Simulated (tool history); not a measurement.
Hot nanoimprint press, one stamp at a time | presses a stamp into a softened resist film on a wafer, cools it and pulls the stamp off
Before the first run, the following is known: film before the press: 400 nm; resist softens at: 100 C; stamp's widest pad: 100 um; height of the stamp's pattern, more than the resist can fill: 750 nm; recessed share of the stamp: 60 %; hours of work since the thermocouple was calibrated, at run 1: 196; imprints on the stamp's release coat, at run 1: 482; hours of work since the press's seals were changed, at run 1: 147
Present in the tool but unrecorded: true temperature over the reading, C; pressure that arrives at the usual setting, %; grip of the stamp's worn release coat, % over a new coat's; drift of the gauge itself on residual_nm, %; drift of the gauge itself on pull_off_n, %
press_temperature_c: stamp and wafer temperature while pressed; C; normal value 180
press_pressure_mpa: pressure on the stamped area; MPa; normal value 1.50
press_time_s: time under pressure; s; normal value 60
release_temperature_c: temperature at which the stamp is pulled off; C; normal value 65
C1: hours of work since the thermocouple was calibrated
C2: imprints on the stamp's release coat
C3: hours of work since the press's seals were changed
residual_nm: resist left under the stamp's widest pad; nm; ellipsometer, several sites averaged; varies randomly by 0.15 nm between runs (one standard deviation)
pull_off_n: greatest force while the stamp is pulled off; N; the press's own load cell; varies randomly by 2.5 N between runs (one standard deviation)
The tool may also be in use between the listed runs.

Run 1, hour 0.0: usual settings; C1 196; C2 482; C3 147. Result: residual_nm 169.7 nm, pull_off_n 239 N.
Run 2, hour 13.5: usual settings but press_time_s 38 s; C1 205; C2 532; C3 156. Result: residual_nm 198.8 nm, pull_off_n 248 N.
Run 3, hour 28.7: usual settings but press_time_s 38 s; C1 215; C2 588; C3 166. Result: residual_nm 198.8 nm, pull_off_n 255 N.
Run 4, hour 43.1: usual settings but release_temperature_c 63 C; C1 224; C2 640; C3 175. Result: residual_nm 169.9 nm, pull_off_n 263 N.
Run 5, hour 56.9: usual settings but press_time_s 96 s; C1 233; C2 691; C3 183. Result: residual_nm 142.4 nm, pull_off_n 258 N.
At hour 71.9: stamp cleaned and given a new release coat.
Run 6, hour 82.1: usual settings but press_time_s 96 s; C1 245; C2 38; C3 196. Result: residual_nm 142.6 nm, pull_off_n 213 N.
Run 7, hour 100.2: usual settings but press_time_s 96 s; C1 256; C2 104; C3 207. Result: residual_nm 142.4 nm, pull_off_n 220 N.
Run 8, hour 120.2: usual settings; C1 269; C2 178; C3 220. Result: residual_nm 169.8 nm, pull_off_n 223 N.
Run 9, hour 133.4: usual settings but press_time_s 116 s; C1 277; C2 226; C3 228. Result: residual_nm 132.7 nm, pull_off_n 220 N.
Run 10, hour 146.7: usual settings but press_time_s 116 s; C1 286; C2 275; C3 237. Result: residual_nm 132.5 nm, pull_off_n 230 N.
Run 11, hour 157.0: usual settings but press_time_s 45 s; C1 292; C2 313; C3 243. Result: residual_nm 187.4 nm, pull_off_n 239 N.
Run 12, hour 170.0: usual settings but press_time_s 45 s; C1 301; C2 360; C3 252. Result: residual_nm 187.3 nm, pull_off_n 239 N.
At hour 174.7: plate thermocouple calibrated.
Run 13, hour 189.5: usual settings but press_time_s 45 s; C1 9; C2 421; C3 262. Result: residual_nm 184.3 nm, pull_off_n 240 N.
Run 14, hour 205.7: usual settings but press_time_s 53 s; C1 20; C2 481; C3 272. Result: residual_nm 173.9 nm, pull_off_n 243 N.
Run 15, hour 221.0: usual settings but press_time_s 53 s; C1 29; C2 537; C3 282. Result: residual_nm 174.4 nm, pull_off_n 250 N.
Run 16, hour 243.7: usual settings but press_time_s 68 s, release_temperature_c 57 C; C1 44; C2 620; C3 297. Result: residual_nm 159.2 nm, pull_off_n 264 N.
Run 17, hour 255.9: usual settings but press_time_s 68 s, release_temperature_c 57 C; C1 52; C2 665; C3 304. Result: residual_nm 159.1 nm, pull_off_n 274 N.
At hour 270.3: plate thermocouple calibrated, once more.
At hour 281.6: stamp cleaned and given a new release coat.
Run 18, hour 285.2: usual settings but press_time_s 68 s, release_temperature_c 57 C; C1 6; C2 13; C3 317. Result: residual_nm 167.7 nm, pull_off_n 219 N.
Run 19, hour 295.2: usual settings but press_temperature_c 181 C, press_time_s 43 s; C1 12; C2 50; C3 324. Result: residual_nm 189.4 nm, pull_off_n 213 N.
Run 20, hour 315.9: usual settings but press_temperature_c 181 C, press_time_s 48 s; C1 25; C2 126; C3 337. Result: residual_nm 182.5 nm, pull_off_n 217 N.
Run 21, hour 329.7: usual settings but press_temperature_c 172 C, press_pressure_mpa 1.30 MPa, press_time_s 45 s; C1 34; C2 176; C3 346. Result: residual_nm 275.1 nm, pull_off_n 226 N.
Run 22, hour 352.0: usual settings but press_pressure_mpa 2.17 MPa; C1 48; C2 258; C3 360. Result: residual_nm 145.3 nm, pull_off_n 224 N.
Run 23, hour 363.1: usual settings but press_temperature_c 176 C, press_pressure_mpa 1.34 MPa, press_time_s 38 s, release_temperature_c 57 C; C1 55; C2 299; C3 367. Result: residual_nm 248.6 nm, pull_off_n 248 N.
Run 24, hour 377.8: usual settings but press_temperature_c 176 C, press_pressure_mpa 1.73 MPa, press_time_s 37 s, release_temperature_c 57 C; C1 65; C2 353; C3 376. Result: residual_nm 225.8 nm, pull_off_n 247 N.
Run 25, hour 394.3: usual settings but press_temperature_c 176 C, press_pressure_mpa 1.73 MPa, press_time_s 93 s, release_temperature_c 69 C; C1 75; C2 414; C3 387. Result: residual_nm 165.7 nm, pull_off_n 239 N.
Run 26, hour 417.3: usual settings but press_temperature_c 190 C, press_pressure_mpa 1.02 MPa, press_time_s 93 s, release_temperature_c 54 C; C1 90; C2 498; C3 401. Result: residual_nm 121.7 nm, pull_off_n 263 N.
Run 27, hour 434.3: usual settings but press_temperature_c 175 C, press_pressure_mpa 2.07 MPa, press_time_s 93 s, release_temperature_c 54 C; C1 101; C2 561; C3 412. Result: residual_nm 158.1 nm, pull_off_n 270 N.
Run 28, hour 447.9: usual settings but press_temperature_c 177 C, press_pressure_mpa 1.05 MPa, press_time_s 93 s, release_temperature_c 54 C; C1 109; C2 610; C3 421. Result: residual_nm 201.7 nm, pull_off_n 266 N.
Run 29, hour 459.7: usual settings but press_temperature_c 177 C, press_pressure_mpa 1.05 MPa, press_time_s 93 s, release_temperature_c 54 C; C1 117; C2 654; C3 428. Result: residual_nm 201.5 nm, pull_off_n 280 N.

Forecast each of these 3 alternatives for the next run:
At hour 484.5: stamp cleaned and given a new release coat.
Run A, hour 485.8: usual settings but press_temperature_c 184 C; C1 130; C2 5; C3 441. Result: residual_nm ?, pull_off_n ?.
At hour 484.5: stamp cleaned and given a new release coat.
Run B, hour 485.8: usual settings but press_temperature_c 185 C, press_pressure_mpa 1.71 MPa, press_time_s 41 s, release_temperature_c 54 C; C1 130; C2 5; C3 441. Result: residual_nm ?, pull_off_n ?.
At hour 484.5: stamp cleaned and given a new release coat.
Run C, hour 485.8: usual settings but press_temperature_c 175 C, press_time_s 32 s, release_temperature_c 55 C; C1 130; C2 5; C3 441. Result: residual_nm ?, pull_off_n ?.

run  residual_nm  pull_off_n
  A        148.6         206
  B        153.9         225
  C        257.9         216
Without the tool's unlogged condition, the same runs would have read:
run  residual_nm  pull_off_n
  A        146.5         206
  B        151.3         225
  C        255.6         216

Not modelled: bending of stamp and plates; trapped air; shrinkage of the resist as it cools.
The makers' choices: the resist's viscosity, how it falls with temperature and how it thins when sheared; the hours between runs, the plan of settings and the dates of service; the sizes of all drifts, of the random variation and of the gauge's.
